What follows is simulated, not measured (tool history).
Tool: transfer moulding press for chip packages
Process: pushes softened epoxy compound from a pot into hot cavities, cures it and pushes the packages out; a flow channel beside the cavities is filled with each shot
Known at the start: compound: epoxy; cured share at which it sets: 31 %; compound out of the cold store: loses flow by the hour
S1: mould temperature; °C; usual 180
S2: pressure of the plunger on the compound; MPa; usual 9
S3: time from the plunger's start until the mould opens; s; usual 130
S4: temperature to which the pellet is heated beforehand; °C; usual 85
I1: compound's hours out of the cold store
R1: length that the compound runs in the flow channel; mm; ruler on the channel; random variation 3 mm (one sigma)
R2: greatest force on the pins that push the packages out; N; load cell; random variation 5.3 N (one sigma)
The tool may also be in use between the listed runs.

run 1 day=0 | S1=180 S2=9 S3=130 S4=85 | I1=18.8 | R1=598 R2=242
run 2 day=0.308 | S1=180 S2=9 S3=130 S4=85 | I1=34.1 | R1=557 R2=255
run 3 day=0.883 | S1=180 S2=9 S3=130 S4=85 | I1=41.4 | R1=539 R2=256
-- day=1.479 cavities cleaned with cleaning compound and waxed
run 4 day=1.504 | S1=180 S2=9 S3=130 S4=85 | I1=41.3 | R1=537 R2=175
run 5 day=2.017 | S1=180 S2=9 S3=130 S4=85 | I1=23 | R1=579 R2=197
run 6 day=2.562 | S1=180 S2=9 S3=130 S4=82 | I1=17.7 | R1=603 R2=216
run 7 day=2.938 | S1=180 S2=9 S3=130 S4=82 | I1=25.2 | R1=580 R2=227
run 8 day=3.412 | S1=180 S2=9 S3=130 S4=83 | I1=28.6 | R1=566 R2=224
run 9 day=3.846 | S1=180 S2=9 S3=130 S4=83 | I1=27.9 | R1=568 R2=237
run 10 day=4.433 | S1=180 S2=9.68 S3=130 S4=83 | I1=37 | R1=565 R2=257
-- day=4.771 cavities cleaned with cleaning compound and waxed
run 11 day=4.771 | S1=180 S2=7.29 S3=130 S4=85 | I1=46.4 | R1=467 R2=166
run 12 day=5.271 | S1=180 S2=7.29 S3=130 S4=85 | I1=23 | R1=527 R2=184
run 13 day=5.729 | S1=180 S2=7.29 S3=130 S4=85 | I1=34.7 | R1=496 R2=210
run 14 day=6.188 | S1=180 S2=7.29 S3=130 S4=85 | I1=12.3 | R1=550 R2=217
run 15 day=6.488 | S1=180 S2=7.27 S3=146 S4=85 | I1=39.9 | R1=481 R2=212
run 16 day=7.012 | S1=177 S2=8.06 S3=130 S4=85 | I1=25.8 | R1=550 R2=247
run 17 day=7.546 | S1=177 S2=8.06 S3=130 S4=85 | I1=28.5 | R1=537 R2=267
-- day=7.771 plunger's sealing rings changed
-- day=8.129 cavities cleaned with cleaning compound and waxed
run 18 day=8.204 | S1=186 S2=8.49 S3=130 S4=85 | I1=43.6 | R1=541 R2=182
run 19 day=8.588 | S1=186 S2=8.49 S3=141 S4=85 | I1=46.4 | R1=529 R2=184
run 20 day=9.162 | S1=186 S2=8.49 S3=141 S4=85 | I1=43 | R1=542 R2=188
run 21 day=9.538 | S1=186 S2=8.49 S3=141 S4=85 | I1=11.1 | R1=633 R2=216
run 22 day=9.867 | S1=179 S2=8.24 S3=167 S4=83 | I1=13.9 | R1=625 R2=218
run 23 day=10.104 | S1=172 S2=8.24 S3=167 S4=84 | I1=38.4 | R1=573 R2=238
run 24 day=10.558 | S1=180 S2=7.19 S3=130 S4=83 | I1=8.5 | R1=597 R2=250
run 25 day=11.042 | S1=180 S2=10.76 S3=158 S4=83 | I1=12.2 | R1=719 R2=244
run 26 day=11.3 | S1=182 S2=7.75 S3=146 S4=91 | I1=30.9 | R1=552 R2=252
-- day=11.408 cavities cleaned with cleaning compound and waxed
run 27 day=11.621 | S1=173 S2=7.76 S3=148 S4=77 | I1=42.5 | R1=542 R2=189
run 28 day=12.008 | S1=173 S2=7.76 S3=148 S4=77 | I1=33.8 | R1=558 R2=206

Forecast each of these 3 alternatives for the next run:
run A day=12.417 | S1=181 S2=7.76 S3=126 S4=84 | I1=39.5 | R1=? R2=?
run B day=12.417 | S1=173 S2=7.72 S3=136 S4=81 | I1=17.1 | R1=? R2=?
run C day=12.417 | S1=180 S2=9 S3=130 S4=91 | I1=26.7 | R1=? R2=?

run=A R1=530 R2=195
run=B R1=609 R2=233
run=C R1=609 R2=198
Without the tool's hidden state the same runs would have given:
run=A R1=537 R2=160
run=B R1=618 R2=195
run=C R1=617 R2=163

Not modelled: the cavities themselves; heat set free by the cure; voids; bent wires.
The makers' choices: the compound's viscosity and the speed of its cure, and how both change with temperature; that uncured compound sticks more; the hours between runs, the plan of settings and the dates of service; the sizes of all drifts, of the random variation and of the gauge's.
